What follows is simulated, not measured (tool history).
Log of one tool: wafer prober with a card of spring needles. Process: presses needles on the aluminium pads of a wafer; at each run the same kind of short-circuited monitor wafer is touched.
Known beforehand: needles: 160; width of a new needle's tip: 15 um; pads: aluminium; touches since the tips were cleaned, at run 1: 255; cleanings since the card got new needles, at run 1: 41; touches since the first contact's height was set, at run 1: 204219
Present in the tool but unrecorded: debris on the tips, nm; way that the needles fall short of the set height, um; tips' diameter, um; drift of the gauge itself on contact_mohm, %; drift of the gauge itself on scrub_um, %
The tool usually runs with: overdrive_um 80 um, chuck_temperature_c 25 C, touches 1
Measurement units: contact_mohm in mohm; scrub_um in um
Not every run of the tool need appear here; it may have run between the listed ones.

run	day	overdrive_um	chuck_temperature_c	touches	touches since the tips were cleaned	cleanings since the card got new needles	touches since the first contact's height was set	contact_mohm	scrub_um
1	0	80	25	1	255	41	204219	128	16.1
# day 0.454: tips cleaned on abrasive film
# day 0.933: tips cleaned on abrasive film
2	0.933	66	25	1	0	43	213033	127	13.1
# day 1.4: tips cleaned on abrasive film
3	1.479	66	25	1	753	44	218191	148	13.09
# day 1.9: tips cleaned on abrasive film
4	2.083	66	25	1	1752	45	223888	161	13.07
# day 2.388: tips cleaned on abrasive film
5	2.608	80	25	1	2107	46	228838	150	16.2
# day 2.896: tips cleaned on abrasive film
# day 3.417: tips cleaned on abrasive film
6	3.554	80	25	1	1311	48	237749	146	15.9
# day 3.908: tips cleaned on abrasive film
7	4.046	80	25	1	1320	49	242387	146	16.03
# day 4.45: tips cleaned on abrasive film
# day 4.462: height of the first contact set anew
8	4.704	80	103	1	2334	50	2334	172	15.23
# day 4.988: tips cleaned on abrasive film
# day 5.483: tips cleaned on abrasive film
9	5.517	80	25	1	324	52	9956	130	15.06
# day 6.021: tips cleaned on abrasive film
10	6.075	80	25	1	508	53	15225	134	14.99
# day 6.5: tips cleaned on abrasive film
11	6.5	80	25	1	0	54	19245	123	14.98
# day 7: tips cleaned on abrasive film
12	7.208	80	25	1	1970	55	25937	159	15.08
# day 7.492: tips cleaned on abrasive film
13	7.904	80	25	1	3925	56	32519	175	14.97
# day 7.967: tips cleaned on abrasive film
# day 8.467: tips cleaned on abrasive film
14	8.592	80	25	1	1169	58	38978	143	14.93
# day 8.946: tips cleaned on abrasive film
15	9.138	80	25	1	1843	59	44150	156	15.01
# day 9.279: height of the first contact set anew, once more
# day 9.492: tips cleaned on abrasive film
16	9.762	80	25	2	2574	60	4542	140	17.14
# day 10.033: tips cleaned on abrasive film
17	10.379	80	25	2	3309	61	10388	143	17.18
# day 10.525: tips cleaned on abrasive film
# day 10.996: tips cleaned on abrasive film
18	11.275	69	25	1	2658	63	18815	169	14.79
# day 11.55: tips cleaned on abrasive film
# day 12.054: tips cleaned on abrasive film
19	12.171	68	25	2	1115	65	27257	137	14.54
# day 12.6: tips cleaned on abrasive film
20	12.775	96	50	2	1670	66	32962	131	20.52
# day 13.096: tips cleaned on abrasive film
21	13.45	94	25	3	3346	67	39350	128	20.06
# day 13.612: tips cleaned on abrasive film
# day 14.1: tips cleaned on abrasive film
22	14.233	60	25	3	1273	69	46727	135	12.69
# day 14.617: tips cleaned on abrasive film
# day 15.108: tips cleaned on abrasive film
23	15.196	91	117	1	843	71	55816	145	19.3
# day 15.617: tips cleaned on abrasive film
24	15.704	91	117	1	837	72	60618	144	19.45
# day 16.129: tips cleaned on abrasive film
25	16.496	96	29	2	3508	73	68096	138	20.42
# day 16.658: tips cleaned on abrasive film
26	16.917	78	25	1	2475	74	72072	158	16.48
# day 17.171: tips cleaned on abrasive film
# day 17.679: tips cleaned on abrasive film
27	17.871	66	49	2	1828	76	81061	151	13.75
# day 18.204: tips cleaned on abrasive film
# day 18.712: tips cleaned on abrasive film
28	18.892	66	49	2	1681	78	90671	149	13.74
# day 19.221: tips cleaned on abrasive film
29	19.479	84	47	3	2461	79	96252	136	17.69
# day 19.762: tips cleaned on abrasive film
30	19.917	78	25	2	1482	80	100376	140	16.27

Hidden condition of the tool, last listed run before each entry between runs versus first listed run after:
In the gap between runs 1 and 2: tips cleaned on abrasive film (day 0.454); tips cleaned on abrasive film (day 0.933)
  debris on the tips, nm: 25.5 -> 12.7; way that the needles fall short of the set height, um: 4.77 -> 5.02; tips' diameter, um: 16.67 -> 16.76
  measured less the result without the state, contact_mohm: +12 -> +9 mohm; scrub_um: -1.02 -> -1.08 um
In the gap between runs 2 and 3: tips cleaned on abrasive film (day 1.4)
  debris on the tips, nm: 12.7 -> 43.1; way that the needles fall short of the set height, um: 5.02 -> 5.14; tips' diameter, um: 16.76 -> 16.8
  measured less the result without the state, contact_mohm: +9 -> +28 mohm; scrub_um: -1.08 -> -1.11 um
In the gap between runs 3 and 4: tips cleaned on abrasive film (day 1.9)
  debris on the tips, nm: 43.1 -> 68.3; way that the needles fall short of the set height, um: 5.14 -> 5.27; tips' diameter, um: 16.8 -> 16.84
  measured less the result without the state, contact_mohm: +28 -> +43 mohm; scrub_um: -1.11 -> -1.14 um
In the gap between runs 4 and 5: tips cleaned on abrasive film (day 2.388)
  debris on the tips, nm: 68.3 -> 77.7; way that the needles fall short of the set height, um: 5.27 -> 5.42; tips' diameter, um: 16.84 -> 16.9
  measured less the result without the state, contact_mohm: +43 -> +34 mohm; scrub_um: -1.14 -> -1.18 um
In the gap between runs 5 and 6: tips cleaned on abrasive film (day 2.896); tips cleaned on abrasive film (day 3.417)
  debris on the tips, nm: 77.7 -> 57.6; way that the needles fall short of the set height, um: 5.42 -> 5.66; tips' diameter, um: 16.9 -> 16.98
  measured less the result without the state, contact_mohm: +34 -> +27 mohm; scrub_um: -1.18 -> -1.22 um
In the gap between runs 6 and 7: tips cleaned on abrasive film (day 3.908)
  debris on the tips, nm: 57.6 -> 61.8; way that the needles fall short of the set height, um: 5.66 -> 5.79; tips' diameter, um: 16.98 -> 17.03
  measured less the result without the state, contact_mohm: +27 -> +29 mohm; scrub_um: -1.22 -> -1.26 um
In the gap between runs 7 and 8: tips cleaned on abrasive film (day 4.45); height of the first contact set anew (day 4.462)
  debris on the tips, nm: 61.8 -> 92.6; way that the needles fall short of the set height, um: 5.79 -> 9.75; tips' diameter, um: 17.03 -> 17.06
  measured less the result without the state, contact_mohm: +29 -> +42 mohm; scrub_um: -1.26 -> -2.12 um
In the gap between runs 8 and 9: tips cleaned on abrasive film (day 4.988); tips cleaned on abrasive film (day 5.483)
  debris on the tips, nm: 92.6 -> 19.4; way that the needles fall short of the set height, um: 9.75 -> 10; tips' diameter, um: 17.06 -> 17.15
  measured less the result without the state, contact_mohm: +42 -> +12 mohm; scrub_um: -2.12 -> -2.15 um
In the gap between runs 9 and 10: tips cleaned on abrasive film (day 6.021)
  debris on the tips, nm: 19.4 -> 29.8; way that the needles fall short of the set height, um: 10 -> 10.13; tips' diameter, um: 17.15 -> 17.19
  measured less the result without the state, contact_mohm: +12 -> +17 mohm; scrub_um: -2.15 -> -2.18 um
In the gap between runs 10 and 11: tips cleaned on abrasive film (day 6.5)
  debris on the tips, nm: 29.8 -> 7.8; way that the needles fall short of the set height, um: 10.13 -> 10.26; tips' diameter, um: 17.19 -> 17.24
  measured less the result without the state, contact_mohm: +17 -> +6 mohm; scrub_um: -2.18 -> -2.21 um
In the gap between runs 11 and 12: tips cleaned on abrasive film (day 7)
  debris on the tips, nm: 7.8 -> 79.4; way that the needles fall short of the set height, um: 10.26 -> 10.37; tips' diameter, um: 17.24 -> 17.28
  measured less the result without the state, contact_mohm: +6 -> +41 mohm; scrub_um: -2.21 -> -2.25 um
In the gap between runs 12 and 13: tips cleaned on abrasive film (day 7.492)
  debris on the tips, nm: 79.4 -> 108.1; way that the needles fall short of the set height, um: 10.37 -> 10.52; tips' diameter, um: 17.28 -> 17.33
  measured less the result without the state, contact_mohm: +41 -> +57 mohm; scrub_um: -2.25 -> -2.27 um
In the gap between runs 13 and 14: tips cleaned on abrasive film (day 7.967); tips cleaned on abrasive film (day 8.467)
  debris on the tips, nm: 108.1 -> 50; way that the needles fall short of the set height, um: 10.52 -> 10.78; tips' diameter, um: 17.33 -> 17.42
  measured less the result without the state, contact_mohm: +57 -> +27 mohm; scrub_um: -2.27 -> -2.33 um
In the gap between runs 14 and 15: tips cleaned on abrasive film (day 8.946)
  debris on the tips, nm: 50 -> 72.8; way that the needles fall short of the set height, um: 10.78 -> 10.88; tips' diameter, um: 17.42 -> 17.46
  measured less the result without the state, contact_mohm: +27 -> +40 mohm; scrub_um: -2.33 -> -2.35 um
In the gap between runs 15 and 16: height of the first contact set anew, once more (day 9.279); tips cleaned on abrasive film (day 9.492)
  debris on the tips, nm: 72.8 -> 90.9; way that the needles fall short of the set height, um: 10.88 -> 0.09; tips' diameter, um: 17.46 -> 17.49
  measured less the result without the state, contact_mohm: +40 -> +23 mohm; scrub_um: -2.35 -> -0.02 um
In the gap between runs 16 and 17: tips cleaned on abrasive film (day 10.033)
  debris on the tips, nm: 90.9 -> 101.9; way that the needles fall short of the set height, um: 0.09 -> 0.21; tips' diameter, um: 17.49 -> 17.53
  measured less the result without the state, contact_mohm: +23 -> +26 mohm; scrub_um: -0.02 -> -0.05 um
In the gap between runs 17 and 18: tips cleaned on abrasive film (day 10.525); tips cleaned on abrasive film (day 10.996)
  debris on the tips, nm: 101.9 -> 95.9; way that the needles fall short of the set height, um: 0.21 -> 0.41; tips' diameter, um: 17.53 -> 17.6
  measured less the result without the state, contact_mohm: +26 -> +51 mohm; scrub_um: -0.05 -> -0.09 um
In the gap between runs 18 and 19: tips cleaned on abrasive film (day 11.55); tips cleaned on abrasive film (day 12.054)
  debris on the tips, nm: 95.9 -> 55.7; way that the needles fall short of the set height, um: 0.41 -> 0.63; tips' diameter, um: 17.6 -> 17.68
  measured less the result without the state, contact_mohm: +51 -> +19 mohm; scrub_um: -0.09 -> -0.14 um
In the gap between runs 19 and 20: tips cleaned on abrasive film (day 12.6)
  debris on the tips, nm: 55.7 -> 75.3; way that the needles fall short of the set height, um: 0.63 -> 0.75; tips' diameter, um: 17.68 -> 17.72
  measured less the result without the state, contact_mohm: +19 -> +14 mohm; scrub_um: -0.14 -> -0.16 um
In the gap between runs 20 and 21: tips cleaned on abrasive film (day 13.096)
  debris on the tips, nm: 75.3 -> 99.1; way that the needles fall short of the set height, um: 0.75 -> 0.9; tips' diameter, um: 17.72 -> 17.77
  measured less the result without the state, contact_mohm: +14 -> +12 mohm; scrub_um: -0.16 -> -0.2 um
In the gap between runs 21 and 22: tips cleaned on abrasive film (day 13.612); tips cleaned on abrasive film (day 14.1)
  debris on the tips, nm: 99.1 -> 55.3; way that the needles fall short of the set height, um: 0.9 -> 1.09; tips' diameter, um: 17.77 -> 17.84
  measured less the result without the state, contact_mohm: +12 -> +16 mohm; scrub_um: -0.2 -> -0.24 um
In the gap between runs 22 and 23: tips cleaned on abrasive film (day 14.617); tips cleaned on abrasive film (day 15.108)
  debris on the tips, nm: 55.3 -> 46.4; way that the needles fall short of the set height, um: 1.09 -> 1.36; tips' diameter, um: 17.84 -> 17.93
  measured less the result without the state, contact_mohm: +16 -> +16 mohm; scrub_um: -0.24 -> -0.29 um
In the gap between runs 23 and 24: tips cleaned on abrasive film (day 15.617)
  debris on the tips, nm: 46.4 -> 47.2; way that the needles fall short of the set height, um: 1.36 -> 1.48; tips' diameter, um: 17.93 -> 17.97
  measured less the result without the state, contact_mohm: +16 -> +16 mohm; scrub_um: -0.29 -> -0.32 um
In the gap between runs 24 and 25: tips cleaned on abrasive film (day 16.129)
  debris on the tips, nm: 47.2 -> 105.3; way that the needles fall short of the set height, um: 1.48 -> 1.58; tips' diameter, um: 17.97 -> 18.01
  measured less the result without the state, contact_mohm: +16 -> +21 mohm; scrub_um: -0.32 -> -0.35 um
In the gap between runs 25 and 26: tips cleaned on abrasive film (day 16.658)
  debris on the tips, nm: 105.3 -> 87.9; way that the needles fall short of the set height, um: 1.58 -> 1.71; tips' diameter, um: 18.01 -> 18.06
  measured less the result without the state, contact_mohm: +21 -> +41 mohm; scrub_um: -0.35 -> -0.37 um
In the gap between runs 26 and 27: tips cleaned on abrasive film (day 17.171); tips cleaned on abrasive film (day 17.679)
  debris on the tips, nm: 87.9 -> 74.8; way that the needles fall short of the set height, um: 1.71 -> 1.97; tips' diameter, um: 18.06 -> 18.15
  measured less the result without the state, contact_mohm: +41 -> +29 mohm; scrub_um: -0.37 -> -0.43 um
In the gap between runs 27 and 28: tips cleaned on abrasive film (day 18.204); tips cleaned on abrasive film (day 18.712)
  debris on the tips, nm: 74.8 -> 68.4; way that the needles fall short of the set height, um: 1.97 -> 2.19; tips' diameter, um: 18.15 -> 18.22
  measured less the result without the state, contact_mohm: +29 -> +28 mohm; scrub_um: -0.43 -> -0.47 um
In the gap between runs 28 and 29: tips cleaned on abrasive film (day 19.221)
  debris on the tips, nm: 68.4 -> 89; way that the needles fall short of the set height, um: 2.19 -> 2.32; tips' diameter, um: 18.22 -> 18.27
  measured less the result without the state, contact_mohm: +28 -> +14 mohm; scrub_um: -0.47 -> -0.51 um
In the gap between runs 29 and 30: tips cleaned on abrasive film (day 19.762)
  debris on the tips, nm: 89 -> 64; way that the needles fall short of the set height, um: 2.32 -> 2.46; tips' diameter, um: 18.27 -> 18.32
  measured less the result without the state, contact_mohm: +14 -> +21 mohm; scrub_um: -0.51 -> -0.53 um
